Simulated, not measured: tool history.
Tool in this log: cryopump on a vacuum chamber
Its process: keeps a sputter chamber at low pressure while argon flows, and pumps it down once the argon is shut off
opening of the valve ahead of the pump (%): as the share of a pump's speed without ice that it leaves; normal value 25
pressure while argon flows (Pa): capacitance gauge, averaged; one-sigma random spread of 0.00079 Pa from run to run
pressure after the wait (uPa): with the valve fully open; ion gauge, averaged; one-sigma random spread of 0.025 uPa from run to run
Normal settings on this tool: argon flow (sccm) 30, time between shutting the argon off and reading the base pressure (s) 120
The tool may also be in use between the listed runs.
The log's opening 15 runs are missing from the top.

run	hour	argon flow (sccm)	time between shutting the argon off and reading the base pressure (s)	opening of the valve ahead of the pump (%)	pressure while argon flows (Pa)	pressure after the wait (uPa)
16	340.3	30	120	54	0.0730	2.38
17	371.5	30	120	38	0.1042	2.48
18	387.3	21	120	27	0.1013	2.52
19	418.4	57	120	28	0.2645	2.57
20	449.3	57	120	28	0.2646	2.65
21	469.5	57	120	28	0.2658	2.65
22	486.2	30	128	25	0.1579	2.61
23	505.6	53	128	49	0.1434	2.61
24	521.8	53	128	49	0.1447	2.69
25	535.8	53	128	49	0.1450	2.66
26	555.2	25	29	49	0.0693	5.30
27	586.1	25	29	49	0.0684	5.22
28	600.6	22	92	58	0.0516	3.09
29	621.0	32	42	17	0.2435	4.38
30	650.7	51	88	32	0.2116	3.19
31	682.2	51	170	32	0.2131	2.70
32	713.1	26	30	27	0.1288	5.21
33	736.4	31	186	21	0.1950	2.68
34	768.3	31	186	21	0.1963	2.74

Alternative continuations, all from the tool just after run 34; predict every row:
A	800.0	42	38	28	?	?
B	800.0	30	83	25	?	?
C	800.0	17	32	19	?	?

run	pressure while argon flows (Pa)	pressure after the wait (uPa)
A	0.1997	4.89
B	0.1607	3.57
C	0.1181	5.42
Without the tool's unlogged condition, the same runs would have read:
run	pressure while argon flows (Pa)	pressure after the wait (uPa)
A	0.1896	2.79
B	0.1535	1.43
C	0.1140	3.29
